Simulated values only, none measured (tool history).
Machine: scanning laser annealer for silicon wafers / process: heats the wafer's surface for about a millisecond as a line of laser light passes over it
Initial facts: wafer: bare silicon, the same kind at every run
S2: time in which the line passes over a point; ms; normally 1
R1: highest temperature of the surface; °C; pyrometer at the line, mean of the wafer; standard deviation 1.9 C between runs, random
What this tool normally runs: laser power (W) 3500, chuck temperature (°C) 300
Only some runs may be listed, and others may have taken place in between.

Run 1, hour 0: usual settings. Result: R1 1092 °C.
Run 2, hour 7.3: usual settings. Result: R1 1087 °C.
Run 3, hour 18.6: usual settings. Result: R1 1090 °C.
Run 4, hour 26.5: usual settings. Result: R1 1088 °C.
Run 5, hour 36.4: usual settings. Result: R1 1086 °C.
Run 6, hour 44.2: usual settings but chuck temperature (°C) 281. Result: R1 1069 °C.
Run 7, hour 57: usual settings but chuck temperature (°C) 281. Result: R1 1067 °C.
Run 8, hour 70.9: usual settings but chuck temperature (°C) 281. Result: R1 1065 °C.
Run 9, hour 80.3: usual settings but chuck temperature (°C) 281. Result: R1 1065 °C.
Run 10, hour 94: usual settings but chuck temperature (°C) 281. Result: R1 1062 °C.
Run 11, hour 106.5: usual settings but chuck temperature (°C) 281. Result: R1 1063 °C.
Run 12, hour 118.5: usual settings but laser power (W) 3656. Result: R1 1126 °C.
Run 13, hour 125: usual settings. Result: R1 1084 °C.
At hour 128.3: window over the wafer cleaned.
Run 14, hour 136.6: usual settings but laser power (W) 3524. Result: R1 1053 °C.
Run 15, hour 149.3: usual settings but laser power (W) 3236. Result: R1 976 °C.
At hour 153.2: window over the wafer cleaned, once more.
Run 16, hour 164.3: usual settings but laser power (W) 3236. Result: R1 1058 °C.
Run 17, hour 170.4: usual settings but laser power (W) 3236. Result: R1 1057 °C.
Run 18, hour 179.9: usual settings but laser power (W) 3236. Result: R1 1062 °C.
Run 19, hour 189.2: usual settings but laser power (W) 3236. Result: R1 1056 °C.
Run 20, hour 196: usual settings but laser power (W) 3236, S2 0.76 ms. Result: R1 959 °C.
Run 21, hour 203.5: usual settings. Result: R1 1135 °C.
Run 22, hour 210.3: usual settings. Result: R1 1137 °C.
Run 23, hour 221: usual settings. Result: R1 1133 °C.
Run 24, hour 228.6: usual settings. Result: R1 1134 °C.
Run 25, hour 241.6: usual settings. Result: R1 1127 °C.
Run 26, hour 254.1: usual settings. Result: R1 1130 °C.
Run 27, hour 268.2: usual settings. Result: R1 1130 °C.
Run 28, hour 276.1: usual settings but laser power (W) 3767, S2 1.08 ms, chuck temperature (°C) 301. Result: R1 1248 °C.
Run 29, hour 284: usual settings but laser power (W) 3767, S2 1.08 ms, chuck temperature (°C) 301. Result: R1 1250 °C.
Run 30, hour 295.5: usual settings but laser power (W) 3774, S2 1.08 ms, chuck temperature (°C) 281. Result: R1 1230 °C.
Run 31, hour 308.8: usual settings but laser power (W) 3244, S2 1.19 ms, chuck temperature (°C) 330. Result: R1 1155 °C.

Run 32 is up next; what results do you expect?
Run 32, hour 323.2: usual settings but chuck temperature (°C) 336. Result: R1 ?.

Run 32 produced R1 1165 °C.
On a tool with no hidden condition, and with the same random variation, this run would have come out at R1 1179 °C.

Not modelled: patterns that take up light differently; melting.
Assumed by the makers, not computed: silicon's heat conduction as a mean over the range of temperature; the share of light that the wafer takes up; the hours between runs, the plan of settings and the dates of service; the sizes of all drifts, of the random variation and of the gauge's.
